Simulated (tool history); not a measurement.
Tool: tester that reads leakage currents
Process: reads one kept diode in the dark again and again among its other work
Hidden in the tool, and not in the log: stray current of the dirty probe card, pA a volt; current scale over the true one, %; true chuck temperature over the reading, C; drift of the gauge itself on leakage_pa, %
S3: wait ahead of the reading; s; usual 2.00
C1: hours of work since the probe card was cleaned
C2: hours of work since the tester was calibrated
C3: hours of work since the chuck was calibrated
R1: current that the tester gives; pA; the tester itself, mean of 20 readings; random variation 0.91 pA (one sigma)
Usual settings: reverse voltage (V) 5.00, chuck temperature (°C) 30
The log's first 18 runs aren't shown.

{"run": 19, "hour": 1287.8, "reverse voltage (V)": 5.0, "chuck temperature (°C)": 30, "S3": 0.56, "C1": 552, "C2": 1279, "C3": 881, "R1": 355.47}
{"run": 20, "hour": 1364.4, "reverse voltage (V)": 5.0, "chuck temperature (°C)": 30, "S3": 0.56, "C1": 605, "C2": 1332, "C3": 933, "R1": 358.04}
{"run": 21, "hour": 1416.4, "reverse voltage (V)": 5.0, "chuck temperature (°C)": 30, "S3": 0.56, "C1": 641, "C2": 1368, "C3": 969, "R1": 360.5}
{"run": 22, "hour": 1468.9, "reverse voltage (V)": 5.0, "chuck temperature (°C)": 30, "S3": 0.56, "C1": 676, "C2": 1404, "C3": 1005, "R1": 362.87}
{"run": 23, "hour": 1522.6, "reverse voltage (V)": 5.0, "chuck temperature (°C)": 30, "S3": 0.56, "C1": 713, "C2": 1440, "C3": 1042, "R1": 363.5}
{"run": 24, "hour": 1587.5, "reverse voltage (V)": 5.0, "chuck temperature (°C)": 38, "S3": 3.4, "C1": 758, "C2": 1485, "C3": 1086, "R1": 741.17}
{"run": 25, "hour": 1677.3, "reverse voltage (V)": 5.0, "chuck temperature (°C)": 38, "S3": 3.4, "C1": 819, "C2": 1546, "C3": 1148, "R1": 747.59}
{"run": 26, "hour": 1739.8, "reverse voltage (V)": 2.33, "chuck temperature (°C)": 58, "S3": 1.03, "C1": 862, "C2": 1589, "C3": 1190, "R1": 2467.64}
{"hour": 1750.7, "done": "chuck's temperature calibrated"}
{"run": 27, "hour": 1807.0, "reverse voltage (V)": 5.0, "chuck temperature (°C)": 58, "S3": 0.55, "C1": 907, "C2": 1634, "C3": 39, "R1": 3292.73}
{"run": 28, "hour": 1848.2, "reverse voltage (V)": 5.0, "chuck temperature (°C)": 24, "S3": 1.13, "C1": 935, "C2": 1662, "C3": 67, "R1": 176.95}
{"run": 29, "hour": 1924.2, "reverse voltage (V)": 1.54, "chuck temperature (°C)": 30, "S3": 2.0, "C1": 987, "C2": 1714, "C3": 119, "R1": 157.09}
{"run": 30, "hour": 2016.3, "reverse voltage (V)": 1.54, "chuck temperature (°C)": 30, "S3": 2.0, "C1": 1050, "C2": 1777, "C3": 182, "R1": 157.72}
{"run": 31, "hour": 2105.9, "reverse voltage (V)": 2.01, "chuck temperature (°C)": 24, "S3": 0.34, "C1": 1112, "C2": 1839, "C3": 243, "R1": 108.69}
{"run": 32, "hour": 2199.7, "reverse voltage (V)": 3.05, "chuck temperature (°C)": 34, "S3": 2.0, "C1": 1176, "C2": 1903, "C3": 308, "R1": 347.42}

The next listed run, before its measurement:
{"run": 33, "hour": 2244.6, "reverse voltage (V)": 14.17, "chuck temperature (°C)": 34, "S3": 4.96, "C1": 1207, "C2": 1934, "C3": 339, "R1": "?"}

{"run 33": {"R1": 861.12}}
Without the tool's hidden state the same run would have given R1 799.83 pA.

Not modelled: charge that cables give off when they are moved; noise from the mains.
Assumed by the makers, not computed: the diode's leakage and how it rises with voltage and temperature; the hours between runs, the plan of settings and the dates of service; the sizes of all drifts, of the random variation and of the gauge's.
